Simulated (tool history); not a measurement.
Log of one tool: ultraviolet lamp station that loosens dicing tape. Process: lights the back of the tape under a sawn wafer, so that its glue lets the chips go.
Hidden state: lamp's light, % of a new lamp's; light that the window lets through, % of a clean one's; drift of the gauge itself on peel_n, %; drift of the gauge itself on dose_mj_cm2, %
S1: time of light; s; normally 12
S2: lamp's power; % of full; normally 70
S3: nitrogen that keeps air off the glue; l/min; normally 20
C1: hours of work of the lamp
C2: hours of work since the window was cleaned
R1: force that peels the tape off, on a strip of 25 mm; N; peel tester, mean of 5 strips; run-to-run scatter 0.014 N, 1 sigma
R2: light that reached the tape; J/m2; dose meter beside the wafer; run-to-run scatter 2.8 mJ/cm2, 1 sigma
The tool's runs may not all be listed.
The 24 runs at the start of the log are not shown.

| run | day | S1 | S2 | S3 | C1 | C2 | R1 | R2 |
|---|---|---|---|---|---|---|---|---|
| 25 | 5.921 | 23 | 61 | 19 | 184 | 22 | 0.420 | 5060 |
|  | 5.971 | window cleaned of glue's vapour, once more |
| 26 | 6.175 | 7 | 68 | 31 | 187 | 3 | 1.481 | 1940 |
| 27 | 6.483 | 10 | 94 | 25 | 191 | 7 | 0.577 | 3800 |
| 28 | 6.804 | 10 | 94 | 25 | 196 | 11 | 0.592 | 3800 |
| 29 | 6.967 | 10 | 94 | 25 | 198 | 13 | 0.590 | 3730 |
| 30 | 7.150 | 9 | 84 | 20 | 200 | 15 | 0.918 | 3040 |
| 31 | 7.400 | 10 | 70 | 27 | 203 | 19 | 0.897 | 2830 |
| 32 | 7.588 | 11 | 60 | 27 | 206 | 21 | 1.008 | 2630 |
| 33 | 7.812 | 11 | 92 | 7 | 209 | 24 | 1.062 | 3990 |
| 34 | 8.100 | 12 | 72 | 25 | 212 | 28 | 0.716 | 3480 |
| 35 | 8.429 | 12 | 94 | 6 | 217 | 32 | 1.008 | 4490 |
| 36 | 8.788 | 21 | 68 | 10 | 221 | 37 | 0.511 | 5540 |
| 37 | 8.950 | 12 | 71 | 8 | 224 | 39 | 1.263 | 3340 |
| 38 | 9.225 | 12 | 67 | 11 | 227 | 42 | 1.231 | 3090 |
| 39 | 9.458 | 12 | 67 | 11 | 230 | 46 | 1.224 | 3100 |
| 40 | 9.746 | 14 | 87 | 20 | 234 | 49 | 0.447 | 4720 |
| 41 | 10.100 | 10 | 68 | 15 | 239 | 54 | 1.336 | 2650 |
| 42 | 10.296 | 10 | 66 | 15 | 241 | 56 | 1.433 | 2550 |
| 43 | 10.558 | 10 | 66 | 15 | 245 | 60 | 1.376 | 2540 |

3 ways to go on from here, each from the tool as it stands after run 43. What would each give?
| A | 10.746 | 9 | 66 | 15 | 247 | 62 | ? | ? |
| B | 10.746 | 10 | 66 | 8 | 247 | 62 | ? | ? |
| C | 10.746 | 10 | 66 | 17 | 247 | 62 | ? | ? |

| run | R1 | R2 |
|---|---|---|
| A | 1.580 | 2310 |
| B | 1.778 | 2550 |
| C | 1.284 | 2540 |
The same runs, with their run-to-run variation unchanged, on a tool lacking any hidden condition would have given:
| run | R1 | R2 |
|---|---|---|
| A | 1.280 | 2730 |
| B | 1.470 | 3010 |
| C | 1.017 | 3000 |
